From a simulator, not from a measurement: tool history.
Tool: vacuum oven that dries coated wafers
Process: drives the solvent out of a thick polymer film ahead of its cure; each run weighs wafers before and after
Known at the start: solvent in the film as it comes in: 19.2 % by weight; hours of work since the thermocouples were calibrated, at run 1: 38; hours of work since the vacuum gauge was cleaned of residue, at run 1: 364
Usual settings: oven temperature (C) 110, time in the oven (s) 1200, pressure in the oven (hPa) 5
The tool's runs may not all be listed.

run,hour,oven temperature (C),time in the oven (s),pressure in the oven (hPa),hours of work since the thermocouples were calibrated,hours of work since the vacuum gauge was cleaned of residue,solvent left in the film (%)
1,0,110,1200,5,38,364,3.14
2,14.3,110,1200,5,47,373,3.15
3,21.1,110,1200,9.1,52,378,3.36
4,34.2,110,1200,9.1,60,386,3.34
5,47.5,110,1200,5,69,394,3.11
6,63.7,110,1200,5,79,405,3.14
7,71.7,110,1200,5,84,410,3.17
8,84.8,110,1260,5,92,418,2.9
9,92.6,110,1260,5,97,423,2.96
10,104.7,110,1260,5,105,431,2.96
11,120.8,110,1260,7.32,115,441,3.06
12,128.8,110,1260,7.32,121,447,3.04
13,142,110,1260,7.32,129,455,3.03
14,154.6,110,1200,5,137,463,3.16
15,162.8,110,1200,5,142,468,3.19
16,174.2,110,1200,5,150,476,3.17
17,185.5,110,1920,5,157,483,1.42
# hour 189: oven's thermocouples calibrated
18,202.4,110,1920,5,9,492,1.43
19,217.3,110,1920,5,18,502,1.43
20,224,110,1200,5,22,506,3.16
21,235.5,110,1200,5,30,514,3.24
# hour 243: oven's thermocouples calibrated, once more
22,244.1,110,1200,5,1,518,3.16
23,256.2,97,1200,19.47,8,526,7.37
24,271.4,97,1200,19.47,18,535,7.32
25,284.3,97,1200,19.47,27,544,7.34
26,292.3,97,1200,19.47,32,549,7.35
27,301.1,97,1200,19.47,37,554,7.34
28,316.4,110,1080,14.94,47,564,4.23
29,329.6,112,2040,12.04,55,573,1.44
30,337.6,112,2040,12.04,61,578,1.48

Run 31 comes next. What will it give?
31,351.9,112,960,6.6,70,587,?

Run 31 gave solvent left in the film (%) 4.02.
Without the tool's hidden state the same run would have given solvent left in the film (%) 3.81.
